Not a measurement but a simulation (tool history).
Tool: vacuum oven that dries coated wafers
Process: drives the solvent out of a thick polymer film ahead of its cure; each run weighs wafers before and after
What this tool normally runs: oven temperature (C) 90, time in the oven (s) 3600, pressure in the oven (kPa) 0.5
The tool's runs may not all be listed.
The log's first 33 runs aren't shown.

run	hour	oven temperature (C)	time in the oven (s)	pressure in the oven (kPa)	hours of work since the thermocouples were calibrated	hours of work since the vacuum gauge was cleaned of residue	solvent left in the film (%)
34	1306.8	79	3900	1.692	1593	554	6.52
35	1361.5	104	4500	0.457	1625	585	0.35
36	1385.6	79	4260	0.41	1638	598	4.9
37	1414.4	85	3600	0.251	1655	615	3.59
38	1466.2	85	3600	0.251	1684	644	3.6
39	1489.6	90	2280	0.5	1697	657	4.26
40	1530.8	90	2280	0.5	1721	681	4.25
41	1574.6	90	2280	0.5	1746	706	4.31
# hour 1584.4: oven's thermocouples calibrated
42	1606.9	89	2340	1.898	13	723	4.46
43	1635.5	102	3600	0.526	29	739	0.49
44	1671.6	102	3600	0.526	49	760	0.53
45	1700.4	90	3600	1.647	66	776	2.67

Here are 3 independent what-if runs from the current tool condition. What would each one return?
A	1752.1	88	6480	0.994	95	805	?
B	1752.1	98	1980	0.315	95	805	?
C	1752.1	75	3600	0.322	95	805	?

run	solvent left in the film (%)
A	1.47
B	1.8
C	5.8
With no hidden state in the tool, these same runs would have given:
run	solvent left in the film (%)
A	1.17
B	1.61
C	5.46
